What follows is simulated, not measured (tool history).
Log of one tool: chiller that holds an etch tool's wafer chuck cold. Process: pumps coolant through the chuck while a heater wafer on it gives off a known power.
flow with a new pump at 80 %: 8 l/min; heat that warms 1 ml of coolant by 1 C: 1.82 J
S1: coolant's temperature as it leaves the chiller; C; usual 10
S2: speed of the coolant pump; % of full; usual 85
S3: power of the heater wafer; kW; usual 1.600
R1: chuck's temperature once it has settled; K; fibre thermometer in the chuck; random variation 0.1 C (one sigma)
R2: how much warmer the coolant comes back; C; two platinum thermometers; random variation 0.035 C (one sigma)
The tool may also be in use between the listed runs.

| run | hour | S1 | S2 | S3 | R1 | R2 |
|---|---|---|---|---|---|---|
| 1 | 0.0 | 10 | 85 | 1.600 | 298.15 | 6.14 |
| 2 | 154.1 | 16 | 85 | 1.600 | 304.25 | 6.13 |
| 3 | 333.0 | 0 | 85 | 1.600 | 288.35 | 6.20 |
| 4 | 416.3 | 0 | 85 | 1.600 | 288.35 | 6.15 |
| 5 | 562.9 | 10 | 85 | 1.600 | 298.15 | 6.15 |
| 6 | 731.0 | 10 | 85 | 1.600 | 298.35 | 6.15 |
| 7 | 930.1 | 10 | 85 | 1.600 | 298.25 | 6.21 |
| 8 | 1128.8 | 10 | 85 | 1.600 | 298.15 | 6.17 |
| 9 | 1241.3 | 10 | 85 | 1.600 | 298.35 | 6.17 |
| 10 | 1376.6 | 10 | 85 | 1.600 | 298.15 | 6.18 |
| 11 | 1584.0 | 10 | 85 | 1.953 | 301.55 | 7.57 |
|  | 1724.3 | chiller's thermometer calibrated |
| 12 | 1728.2 | 10 | 85 | 1.953 | 301.75 | 7.56 |
| 13 | 1820.5 | 10 | 87 | 1.600 | 297.95 | 6.00 |
| 14 | 1986.1 | 10 | 85 | 0.961 | 292.15 | 3.73 |
| 15 | 2071.4 | 12 | 94 | 1.082 | 294.45 | 3.77 |
| 16 | 2234.2 | 7 | 64 | 1.600 | 299.45 | 8.33 |
| 17 | 2323.1 | 10 | 64 | 1.600 | 302.55 | 8.34 |
| 18 | 2477.5 | 11 | 75 | 1.479 | 299.65 | 6.53 |
| 19 | 2661.8 | 11 | 75 | 1.479 | 299.75 | 6.45 |
| 20 | 2757.1 | 9 | 69 | 1.907 | 303.85 | 9.24 |
| 21 | 2885.4 | 10 | 85 | 1.161 | 294.05 | 4.55 |
| 22 | 3032.1 | 10 | 93 | 1.161 | 293.35 | 4.09 |
| 23 | 3175.2 | 10 | 93 | 1.161 | 293.25 | 4.12 |
| 24 | 3349.8 | 7 | 93 | 2.223 | 299.65 | 7.81 |
| 25 | 3545.7 | 16 | 99 | 1.814 | 304.05 | 5.97 |
| 26 | 3657.7 | 18 | 78 | 0.882 | 300.25 | 3.73 |
| 27 | 3862.8 | 10 | 77 | 1.600 | 299.65 | 6.92 |

Forecast each of these 3 alternatives for the next run:
| A | 4023.3 | 15 | 77 | 1.600 | ? | ? |
| B | 4023.3 | 16 | 77 | 1.069 | ? | ? |
| C | 4023.3 | 7 | 74 | 1.600 | ? | ? |

| run | R1 | R2 |
|---|---|---|
| A | 304.65 | 6.86 |
| B | 300.15 | 4.63 |
| C | 297.15 | 7.14 |
Without the tool's hidden state the same runs would have given:
| run | R1 | R2 |
|---|---|---|
| A | 304.55 | 6.85 |
| B | 300.15 | 4.62 |
| C | 297.05 | 7.13 |
